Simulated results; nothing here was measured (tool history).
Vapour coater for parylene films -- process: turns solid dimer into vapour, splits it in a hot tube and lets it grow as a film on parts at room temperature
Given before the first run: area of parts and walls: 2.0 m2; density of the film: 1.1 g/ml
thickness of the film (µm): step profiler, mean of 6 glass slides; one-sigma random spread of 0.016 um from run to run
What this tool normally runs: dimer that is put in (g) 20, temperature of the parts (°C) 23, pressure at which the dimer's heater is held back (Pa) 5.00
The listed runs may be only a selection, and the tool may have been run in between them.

run	hour	dimer that is put in (g)	temperature of the parts (°C)	pressure at which the dimer's heater is held back (Pa)	thickness of the film (µm)
1	0.0	20	23	5.00	4.54
2	31.6	13	23	5.00	2.99
3	66.5	20	23	5.00	4.57
4	115.9	20	23	5.00	4.50
5	140.7	20	23	5.00	4.52
6	194.2	20	23	4.94	4.50
7	237.1	20	23	4.94	4.49
8	259.5	20	31	4.94	3.74
9	305.3	20	23	5.00	4.46
10	345.2	20	23	5.00	4.44
11	370.9	20	31	5.00	3.69
12	412.7	20	31	5.00	3.71
13	448.8	20	31	5.00	3.67
# hour 475.0: trap's valve overhauled
14	475.9	20	23	3.23	4.57
15	529.6	20	23	3.23	4.54
16	554.2	20	23	3.23	4.57
17	577.2	20	23	5.00	4.21
# hour 617.4: trap's valve overhauled, once more
18	617.4	20	33	5.00	3.82
19	663.6	20	26	5.00	4.46
20	709.7	20	26	5.00	4.45
21	734.6	20	26	5.00	4.37
22	775.0	20	23	2.48	5.34
23	818.6	11	23	5.00	2.59
24	867.4	11	23	5.00	2.59
25	900.1	11	23	5.00	2.58
26	948.5	15	23	5.00	3.50
27	994.6	8	29	5.00	1.63
28	1038.3	8	31	5.84	1.50
29	1080.3	20	19	5.00	5.06
30	1125.6	12	32	2.26	2.58
31	1151.5	13	26	5.00	2.81
32	1191.9	18	28	6.71	3.53
33	1222.5	18	23	3.94	4.32
34	1247.8	35	16	3.94	9.81
35	1295.5	13	20	3.94	3.30
36	1342.3	34	20	7.35	7.73
37	1376.2	19	23	2.94	4.72
38	1407.4	9	19	5.00	2.23
39	1434.3	9	20	2.85	2.41
40	1479.4	9	31	2.09	1.95
41	1524.7	30	20	3.53	7.66
42	1550.0	11	20	2.50	2.98
43	1581.8	9	17	5.00	2.31
44	1617.6	10	33	2.69	1.97
45	1641.7	20	19	5.00	4.88
# hour 1671.9: trap's valve overhauled
46	1683.5	21	23	5.00	5.02
47	1707.8	20	22	5.00	4.91

Forecast each of these 3 alternatives for the next run:
A	1747.1	17	22	4.99	?
B	1747.1	20	27	5.00	?
C	1747.1	9	32	7.81	?

run	thickness of the film (µm)
A	4.10
B	4.37
C	1.62
The same runs, with their run-to-run variation unchanged, on a tool lacking any hidden condition would have given:
run	thickness of the film (µm)
A	4.11
B	4.37
C	1.62

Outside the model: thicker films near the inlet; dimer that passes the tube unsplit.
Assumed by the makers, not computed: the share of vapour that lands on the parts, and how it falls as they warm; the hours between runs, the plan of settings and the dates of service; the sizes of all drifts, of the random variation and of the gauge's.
